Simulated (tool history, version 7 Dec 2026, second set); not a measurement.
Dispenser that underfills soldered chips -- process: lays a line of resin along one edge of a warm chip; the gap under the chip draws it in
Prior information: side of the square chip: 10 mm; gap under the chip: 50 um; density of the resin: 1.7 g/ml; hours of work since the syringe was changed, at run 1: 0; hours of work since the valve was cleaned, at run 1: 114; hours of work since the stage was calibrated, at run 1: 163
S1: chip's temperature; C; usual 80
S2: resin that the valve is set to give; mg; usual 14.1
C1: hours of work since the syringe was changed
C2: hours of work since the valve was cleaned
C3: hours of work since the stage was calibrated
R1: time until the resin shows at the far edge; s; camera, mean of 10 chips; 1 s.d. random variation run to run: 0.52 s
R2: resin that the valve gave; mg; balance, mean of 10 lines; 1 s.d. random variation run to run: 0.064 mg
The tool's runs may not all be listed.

run 1 day=0.000 | S1=80 S2=14.1 | C1=0 C2=114 C3=163 | R1=41.4 R2=13.24
run 2 day=0.196 | S1=80 S2=14.1 | C1=4 C2=117 C3=166 | R1=50.1 R2=13.11
-- day=0.475 new syringe of resin
run 3 day=0.479 | S1=80 S2=14.1 | C1=0 C2=121 C3=171 | R1=40.9 R2=13.07
run 4 day=0.692 | S1=80 S2=14.1 | C1=3 C2=124 C3=174 | R1=49.1 R2=13.13
run 5 day=0.883 | S1=80 S2=14.1 | C1=6 C2=127 C3=177 | R1=59.4 R2=13.03
-- day=0.967 new syringe of resin
run 6 day=1.108 | S1=80 S2=14.1 | C1=2 C2=131 C3=181 | R1=45.2 R2=12.98
-- day=1.475 new syringe of resin
run 7 day=1.475 | S1=80 S2=15.0 | C1=0 C2=136 C3=186 | R1=39.5 R2=13.81
-- day=1.650 dispensing valve cleaned and set on the balance
run 8 day=1.854 | S1=80 S2=18.0 | C1=5 C2=3 C3=192 | R1=53.3 R2=17.93
-- day=2.029 new syringe of resin
run 9 day=2.288 | S1=80 S2=14.1 | C1=4 C2=10 C3=198 | R1=49.1 R2=14.07
-- day=2.538 new syringe of resin
run 10 day=2.554 | S1=80 S2=14.1 | C1=0 C2=14 C3=202 | R1=41.0 R2=13.94
run 11 day=2.892 | S1=80 S2=14.1 | C1=6 C2=19 C3=208 | R1=53.7 R2=14.02
-- day=3.042 new syringe of resin
run 12 day=3.183 | S1=80 S2=14.1 | C1=2 C2=24 C3=212 | R1=45.9 R2=13.98
run 13 day=3.483 | S1=72 S2=12.8 | C1=7 C2=29 C3=217 | R1=84.6 R2=12.66
-- day=3.558 new syringe of resin
run 14 day=3.904 | S1=86 S2=14.1 | C1=5 C2=35 C3=223 | R1=42.1 R2=13.81
-- day=4.067 new syringe of resin
run 15 day=4.388 | S1=94 S2=17.4 | C1=5 C2=43 C3=231 | R1=28.5 R2=17.11
-- day=4.579 new syringe of resin
run 16 day=4.796 | S1=74 S2=12.8 | C1=3 C2=49 C3=237 | R1=61.0 R2=12.47
run 17 day=5.017 | S1=84 S2=18.1 | C1=7 C2=52 C3=241 | R1=47.7 R2=17.58
-- day=5.083 new syringe of resin
run 18 day=5.233 | S1=66 S2=14.1 | C1=2 C2=56 C3=244 | R1=83.9 R2=13.73
-- day=5.592 new syringe of resin
run 19 day=5.650 | S1=66 S2=15.9 | C1=1 C2=62 C3=250 | R1=78.9 R2=15.27
run 20 day=5.858 | S1=68 S2=15.9 | C1=4 C2=65 C3=254 | R1=86.2 R2=15.23
-- day=6.075 new syringe of resin
run 21 day=6.271 | S1=72 S2=17.5 | C1=3 C2=72 C3=260 | R1=65.8 R2=16.76
-- day=6.583 new syringe of resin
run 22 day=6.617 | S1=72 S2=17.5 | C1=1 C2=77 C3=265 | R1=56.3 R2=16.60
run 23 day=7.029 | S1=74 S2=15.5 | C1=7 C2=84 C3=272 | R1=74.8 R2=14.64

Branching from run 23: 4 alternative next runs. What would each branch give?
-- day=7.075 new syringe of resin
run A day=7.354 | S1=74 S2=12.0 | C1=4 C2=89 C3=277 | R1=? R2=?
-- day=7.075 new syringe of resin
run B day=7.354 | S1=79 S2=15.2 | C1=4 C2=89 C3=277 | R1=? R2=?
-- day=7.075 new syringe of resin
run C day=7.354 | S1=85 S2=16.3 | C1=4 C2=89 C3=277 | R1=? R2=?
-- day=7.075 new syringe of resin
run D day=7.354 | S1=79 S2=12.5 | C1=4 C2=89 C3=277 | R1=? R2=?

run=A R1=68.5 R2=11.37
run=B R1=52.6 R2=14.42
run=C R1=39.8 R2=15.48
run=D R1=54.2 R2=11.77
Take away the tool's hidden state, keep each run's random variation, and the runs would have read:
run=A R1=56.9 R2=12.00
run=B R1=44.0 R2=15.22
run=C R1=33.1 R2=16.34
run=D R1=45.0 R2=12.43
